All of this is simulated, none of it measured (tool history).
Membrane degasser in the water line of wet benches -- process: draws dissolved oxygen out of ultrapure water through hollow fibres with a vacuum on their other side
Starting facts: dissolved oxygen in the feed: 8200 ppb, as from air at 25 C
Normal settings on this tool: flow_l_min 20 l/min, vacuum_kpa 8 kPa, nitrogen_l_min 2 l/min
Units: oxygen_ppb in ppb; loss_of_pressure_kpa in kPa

run,hour,flow_l_min,vacuum_kpa,nitrogen_l_min,oxygen_ppb,loss_of_pressure_kpa
1,0,20,8,2,194.5,54.38
2,60.3,20,8,1.16,269.8,53.93
3,125.6,20,8,1.16,264.4,54
4,153.3,20,8,1.16,273.4,54.09
5,182.5,20,8,1.16,272.2,54.75
6,216.7,20,8,1.16,269.8,54.32
7,271.4,20,8,1.16,272.4,54.28
8,303.7,12,5.81,1.15,102.6,32.78
9,347.2,12,5.81,1.15,101.1,32.37
10,387.7,12,5.81,1.15,101.4,32.62
# hour 392.7: vacuum gauge calibrated
11,443.4,12,6.24,1.15,113.7,33
12,483.2,12,6.24,1.15,112.2,32.93
13,513.5,14,12.96,1.15,325,38.12
14,575.9,22,6.01,2.14,171.1,60.11

4 ways to go on from here, each from the tool as it stands after run 14. What would each give?
# hour 579.2: vacuum gauge calibrated, once more
A,635.9,20,6.21,2.08,?,?
# hour 579.2: vacuum gauge calibrated, once more
B,635.9,20,10.13,2,?,?
# hour 579.2: vacuum gauge calibrated, once more
C,635.9,13,9.8,2.14,?,?
# hour 579.2: vacuum gauge calibrated, once more
D,635.9,13,15.98,5.61,?,?

run,oxygen_ppb,loss_of_pressure_kpa
A,151,54.12
B,243.7,55.02
C,137.3,35.74
D,115.3,35.65
With the hidden condition removed and each run's random variation left untouched, the same runs would have given:
run,oxygen_ppb,loss_of_pressure_kpa
A,148.4,53.89
B,239.1,54.79
C,133,35.59
D,111.3,35.5
